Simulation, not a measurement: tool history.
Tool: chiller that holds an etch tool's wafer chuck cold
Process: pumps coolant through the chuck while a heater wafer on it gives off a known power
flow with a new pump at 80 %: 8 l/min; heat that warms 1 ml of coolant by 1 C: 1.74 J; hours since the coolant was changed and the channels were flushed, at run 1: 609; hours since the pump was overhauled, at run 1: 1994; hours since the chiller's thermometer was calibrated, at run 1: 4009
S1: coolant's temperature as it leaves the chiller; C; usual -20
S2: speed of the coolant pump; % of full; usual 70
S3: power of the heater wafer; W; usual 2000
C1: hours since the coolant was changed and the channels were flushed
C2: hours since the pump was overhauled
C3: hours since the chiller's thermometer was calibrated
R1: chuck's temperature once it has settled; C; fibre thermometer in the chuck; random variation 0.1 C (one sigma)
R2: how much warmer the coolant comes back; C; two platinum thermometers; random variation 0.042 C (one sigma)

run 1 hour=0 | S1=-20 S2=70 S3=2000 | C1=609 C2=1994 C3=4009 | R1=-3.4 R2=10.52
run 2 hour=110.8 | S1=-20 S2=72 S3=2000 | C1=719 C2=2105 C3=4119 | R1=-4.1 R2=10.25
run 3 hour=202.1 | S1=-20 S2=70 S3=2000 | C1=811 C2=2196 C3=4211 | R1=-3.6 R2=10.61
run 4 hour=306.7 | S1=-18 S2=70 S3=2000 | C1=915 C2=2301 C3=4315 | R1=-1.3 R2=10.58
run 5 hour=364.9 | S1=-18 S2=70 S3=2000 | C1=974 C2=2359 C3=4373 | R1=-1.2 R2=10.6
run 6 hour=470 | S1=-25 S2=70 S3=2000 | C1=1079 C2=2464 C3=4479 | R1=-8.4 R2=10.74
run 7 hour=525.6 | S1=-20 S2=70 S3=2000 | C1=1134 C2=2520 C3=4534 | R1=-3.3 R2=10.8
run 8 hour=661.8 | S1=-20 S2=70 S3=2000 | C1=1270 C2=2656 C3=4670 | R1=-3.2 R2=10.72
run 9 hour=730.1 | S1=-20 S2=70 S3=2000 | C1=1339 C2=2724 C3=4739 | R1=-3.1 R2=10.76
run 10 hour=799.8 | S1=-20 S2=70 S3=2000 | C1=1408 C2=2794 C3=4808 | R1=-3.2 R2=10.72
run 11 hour=927.4 | S1=-20 S2=70 S3=1015 | C1=1536 C2=2921 C3=4936 | R1=-11.7 R2=5.46
run 12 hour=1049.6 | S1=-20 S2=70 S3=2000 | C1=1658 C2=3044 C3=5058 | R1=-2.9 R2=10.83
run 13 hour=1133 | S1=-20 S2=70 S3=2000 | C1=1742 C2=3127 C3=5142 | R1=-2.8 R2=10.83
run 14 hour=1247.6 | S1=-20 S2=70 S3=2949 | C1=1856 C2=3242 C3=5256 | R1=5.7 R2=16.02
run 15 hour=1354 | S1=-11 S2=70 S3=2000 | C1=1963 C2=3348 C3=5363 | R1=6.4 R2=10.86
run 16 hour=1470.4 | S1=-20 S2=70 S3=2000 | C1=2079 C2=3464 C3=5479 | R1=-2.5 R2=10.96
run 17 hour=1537.7 | S1=-21 S2=62 S3=2547 | C1=2146 C2=3532 C3=5546 | R1=3.7 R2=15.78
run 18 hour=1673.6 | S1=-21 S2=62 S3=2547 | C1=2282 C2=3668 C3=5682 | R1=3.6 R2=15.92
run 19 hour=1745.2 | S1=-14 S2=82 S3=2437 | C1=2354 C2=3739 C3=5754 | R1=5.1 R2=11.23
-- hour=1848.4 coolant pump overhauled
run 20 hour=1851.9 | S1=-13 S2=73 S3=2437 | C1=2456 C2=4 C3=5855 | R1=6.4 R2=11.45
-- hour=1940.2 chiller's thermometer calibrated
run 21 hour=1989 | S1=-29 S2=70 S3=2000 | C1=2592 C2=140 C3=49 | R1=-11.8 R2=9.93
run 22 hour=2074.8 | S1=-22 S2=70 S3=2268 | C1=2677 C2=225 C3=135 | R1=-2.4 R2=11.27
run 23 hour=2193.5 | S1=-15 S2=63 S3=2835 | C1=2796 C2=344 C3=253 | R1=11.5 R2=15.82
run 24 hour=2269.2 | S1=-15 S2=63 S3=2835 | C1=2872 C2=420 C3=329 | R1=11.5 R2=15.82
run 25 hour=2329.1 | S1=-20 S2=97 S3=1325 | C1=2932 C2=480 C3=389 | R1=-11 R2=4.55
run 26 hour=2439.6 | S1=-20 S2=97 S3=1325 | C1=3042 C2=590 C3=499 | R1=-10.8 R2=4.63
-- hour=2469.3 coolant changed, channels flushed
run 27 hour=2543.9 | S1=-20 S2=97 S3=1012 | C1=75 C2=689 C3=598 | R1=-13.8 R2=3.59
run 28 hour=2672 | S1=-16 S2=61 S3=2620 | C1=203 C2=817 C3=726 | R1=7.3 R2=15.25
run 29 hour=2751.7 | S1=-24 S2=92 S3=1329 | C1=282 C2=896 C3=806 | R1=-15.5 R2=4.96
run 30 hour=2844.8 | S1=-11 S2=62 S3=1242 | C1=376 C2=989 C3=899 | R1=-0.2 R2=7.09
run 31 hour=2964.4 | S1=-11 S2=62 S3=1242 | C1=495 C2=1109 C3=1018 | R1=-0.2 R2=7.18
run 32 hour=3027 | S1=-11 S2=62 S3=1242 | C1=558 C2=1172 C3=1081 | R1=-0.3 R2=7.15

Forecast each of these 3 alternatives for the next run:
run A hour=3115.7 | S1=-19 S2=72 S3=1329 | C1=646 C2=1260 C3=1169 | R1=? R2=?
run B hour=3115.7 | S1=-18 S2=84 S3=1242 | C1=646 C2=1260 C3=1169 | R1=? R2=?
run C hour=3115.7 | S1=-11 S2=73 S3=1242 | C1=646 C2=1260 C3=1169 | R1=? R2=?

run=A R1=-8.6 R2=6.51
run=B R1=-9.4 R2=5.14
run=C R1=-1.4 R2=5.99
Without the tool's hidden state the same runs would have given:
run=A R1=-8.7 R2=6.4
run=B R1=-9.5 R2=5.06
run=C R1=-1.5 R2=5.89
